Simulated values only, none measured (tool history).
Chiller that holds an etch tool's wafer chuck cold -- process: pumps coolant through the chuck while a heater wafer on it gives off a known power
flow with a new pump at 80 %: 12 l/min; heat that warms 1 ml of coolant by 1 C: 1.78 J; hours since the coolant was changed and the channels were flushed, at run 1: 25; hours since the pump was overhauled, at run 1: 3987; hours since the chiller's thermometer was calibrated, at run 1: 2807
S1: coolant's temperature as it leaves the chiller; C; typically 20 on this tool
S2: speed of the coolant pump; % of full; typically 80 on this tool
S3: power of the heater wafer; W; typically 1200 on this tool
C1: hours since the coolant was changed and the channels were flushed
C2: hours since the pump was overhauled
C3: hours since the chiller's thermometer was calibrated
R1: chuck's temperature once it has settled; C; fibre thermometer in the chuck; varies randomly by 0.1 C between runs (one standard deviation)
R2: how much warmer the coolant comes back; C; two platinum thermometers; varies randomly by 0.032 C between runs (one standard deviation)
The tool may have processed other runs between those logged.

| run | hour | S1 | S2 | S3 | C1 | C2 | C3 | R1 | R2 |
|---|---|---|---|---|---|---|---|---|---|
| 1 | 0.0 | 20 | 80 | 1200 | 25 | 3987 | 2807 | 30.2 | 3.38 |
| 2 | 88.0 | 20 | 80 | 1200 | 113 | 4075 | 2895 | 30.2 | 3.36 |
| 3 | 189.3 | 20 | 80 | 1200 | 214 | 4176 | 2997 | 30.4 | 3.38 |
| 4 | 274.1 | 20 | 80 | 1200 | 299 | 4261 | 3082 | 30.3 | 3.42 |
|  | 350.6 | chiller's thermometer calibrated |
| 5 | 359.0 | 20 | 80 | 1200 | 383 | 4345 | 8 | 30.3 | 3.44 |
| 6 | 439.1 | 20 | 80 | 1200 | 463 | 4425 | 88 | 30.1 | 3.38 |
| 7 | 554.9 | 20 | 80 | 1200 | 579 | 4541 | 204 | 30.3 | 3.38 |
| 8 | 687.7 | 20 | 80 | 1200 | 712 | 4674 | 337 | 30.2 | 3.34 |
| 9 | 816.7 | 20 | 80 | 1200 | 840 | 4803 | 466 | 30.3 | 3.34 |
| 10 | 960.4 | 20 | 67 | 1200 | 984 | 4946 | 610 | 31.8 | 4.23 |
| 11 | 1048.9 | 16 | 80 | 1200 | 1073 | 5035 | 698 | 26.1 | 3.45 |
| 12 | 1130.3 | 16 | 80 | 1200 | 1154 | 5116 | 780 | 26.3 | 3.38 |
| 13 | 1260.4 | 20 | 80 | 1200 | 1284 | 5246 | 910 | 30.3 | 3.42 |
| 14 | 1328.1 | 20 | 80 | 1200 | 1352 | 5314 | 978 | 30.3 | 3.44 |
|  | 1377.1 | coolant pump overhauled |
| 15 | 1403.3 | 20 | 80 | 1344 | 1422 | 26 | 1048 | 31.4 | 3.81 |
| 16 | 1533.8 | 20 | 80 | 1344 | 1553 | 157 | 1178 | 31.3 | 3.80 |
| 17 | 1605.5 | 20 | 80 | 1344 | 1624 | 228 | 1250 | 31.4 | 3.78 |
| 18 | 1710.3 | 21 | 71 | 887 | 1729 | 333 | 1355 | 29.1 | 2.86 |
| 19 | 1803.9 | 21 | 71 | 887 | 1823 | 427 | 1448 | 29.3 | 2.87 |
| 20 | 1931.6 | 21 | 71 | 887 | 1950 | 555 | 1576 | 29.2 | 2.89 |
| 21 | 2027.8 | 19 | 80 | 1404 | 2047 | 651 | 1672 | 31.0 | 3.98 |
| 22 | 2103.4 | 19 | 99 | 823 | 2122 | 726 | 1748 | 24.8 | 1.85 |
| 23 | 2191.5 | 23 | 69 | 1766 | 2210 | 814 | 1836 | 40.0 | 5.84 |
| 24 | 2315.5 | 23 | 69 | 1766 | 2334 | 938 | 1960 | 40.0 | 5.83 |
| 25 | 2405.4 | 23 | 69 | 1766 | 2424 | 1028 | 2050 | 39.9 | 5.85 |
| 26 | 2497.6 | 12 | 67 | 878 | 2516 | 1120 | 2142 | 20.8 | 3.00 |
| 27 | 2557.1 | 20 | 80 | 1072 | 2576 | 1180 | 2201 | 29.2 | 3.00 |
| 28 | 2683.3 | 20 | 80 | 1072 | 2702 | 1306 | 2328 | 28.9 | 3.03 |
| 29 | 2807.7 | 26 | 63 | 668 | 2827 | 1431 | 2452 | 32.9 | 2.50 |
| 30 | 2902.4 | 25 | 80 | 1310 | 2921 | 1525 | 2547 | 36.4 | 3.70 |
|  | 2978.2 | coolant changed, channels flushed |
| 31 | 3032.1 | 13 | 80 | 1200 | 54 | 1649 | 2671 | 23.3 | 3.36 |

Each row is a separate what-if for the run after 31, all from the same tool condition, not one after another. Results?
| A | 3155.9 | 10 | 78 | 1200 | 178 | 1773 | 2794 | ? | ? |
| B | 3155.9 | 20 | 84 | 1200 | 178 | 1773 | 2794 | ? | ? |
| C | 3155.9 | 16 | 75 | 940 | 178 | 1773 | 2794 | ? | ? |
| D | 3155.9 | 12 | 80 | 1200 | 178 | 1773 | 2794 | ? | ? |
| E | 3155.9 | 20 | 77 | 687 | 178 | 1773 | 2794 | ? | ? |

| run | R1 | R2 |
|---|---|---|
| A | 20.5 | 3.46 |
| B | 29.9 | 3.19 |
| C | 24.4 | 2.82 |
| D | 22.2 | 3.42 |
| E | 26.1 | 2.06 |
Stripped of hidden state, with their random variation kept, the same runs would have yielded:
| run | R1 | R2 |
|---|---|---|
| A | 20.5 | 3.45 |
| B | 29.9 | 3.19 |
| C | 24.4 | 2.82 |
| D | 22.2 | 3.41 |
| E | 26.1 | 2.05 |
